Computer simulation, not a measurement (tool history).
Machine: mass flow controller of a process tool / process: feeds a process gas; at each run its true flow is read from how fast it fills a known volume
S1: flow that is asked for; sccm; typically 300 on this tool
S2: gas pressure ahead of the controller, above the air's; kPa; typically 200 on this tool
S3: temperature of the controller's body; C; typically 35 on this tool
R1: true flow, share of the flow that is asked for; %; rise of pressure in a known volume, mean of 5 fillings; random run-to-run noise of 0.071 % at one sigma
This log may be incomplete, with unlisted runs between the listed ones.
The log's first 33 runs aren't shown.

run,hour,S1,S2,S3,R1
34,2322.9,87,165,35,102.27
35,2365.8,198,173,35,100.35
36,2423.3,92,259,22,100.75
37,2469.3,300,200,24,98.98
38,2559.2,458,157,24,99.21
39,2646.2,140,261,20,99.53
40,2740.1,259,200,22,98.97
41,2780.8,259,200,22,98.96
42,2853.9,51,172,21,104.10

4 ways to go on from here, each from the tool as it stands after run 42. What would each give?
A,2932.8,300,150,35,?
B,2932.8,73,191,35,?
C,2932.8,300,200,23,?
D,2932.8,300,178,38,?

run,R1
A,100.18
B,103.30
C,98.99
D,100.42
Without the tool's unlogged condition, the same runs would have read:
run,R1
A,100.53
B,99.95
C,99.34
D,100.77
